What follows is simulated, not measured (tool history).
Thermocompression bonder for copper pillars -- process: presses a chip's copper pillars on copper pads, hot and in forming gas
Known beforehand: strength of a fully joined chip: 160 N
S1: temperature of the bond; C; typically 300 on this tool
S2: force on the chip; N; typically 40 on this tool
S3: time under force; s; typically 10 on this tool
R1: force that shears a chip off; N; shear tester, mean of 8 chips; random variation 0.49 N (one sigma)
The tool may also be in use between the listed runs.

Run 1, hour 0.0: usual settings. Result: R1 107.0 N.
Run 2, hour 46.4: usual settings but S2 52 N. Result: R1 124.8 N.
Run 3, hour 75.5: usual settings but S2 52 N. Result: R1 124.8 N.
Run 4, hour 115.3: usual settings but S2 52 N. Result: R1 124.5 N.
Run 5, hour 164.3: usual settings but S2 52 N. Result: R1 124.8 N.
At hour 175.7: heater calibrated with a thermocouple chip.
Run 6, hour 210.0: usual settings. Result: R1 106.3 N.
Run 7, hour 236.8: usual settings but S2 50 N, S3 7 s. Result: R1 112.5 N.
At hour 259.2: forming gas filter changed.
Run 8, hour 268.9: usual settings but S1 306 C, S2 34 N, S3 8 s. Result: R1 92.9 N.
Run 9, hour 325.0: usual settings but S1 271 C, S2 32 N, S3 15 s. Result: R1 75.5 N.
Run 10, hour 370.4: usual settings but S1 328 C, S2 48 N, S3 7 s. Result: R1 130.5 N.
Run 11, hour 400.3: usual settings but S1 327 C, S2 25 N, S3 21 s. Result: R1 114.6 N.

Here are 5 independent what-if runs from the current tool condition. What would each one return?
Run A, hour 445.4: usual settings but S1 308 C, S2 46 N. Result: R1 ?.
Run B, hour 445.4: usual settings but S2 33 N. Result: R1 ?.
Run C, hour 445.4: usual settings but S1 327 C, S2 27 N, S3 8 s. Result: R1 ?.
Run D, hour 445.4: usual settings but S1 308 C, S2 49 N, S3 22 s. Result: R1 ?.
Run E, hour 445.4: usual settings but S1 312 C, S2 56 N, S3 7 s. Result: R1 ?.

run     R1
  A  120.9
  B   91.3
  C   92.8
  D  143.1
  E  127.4
With the hidden condition removed and each run's random variation left untouched, the same runs would have given:
run     R1
  A  122.2
  B   92.3
  C   93.8
  D  144.7
  E  128.9
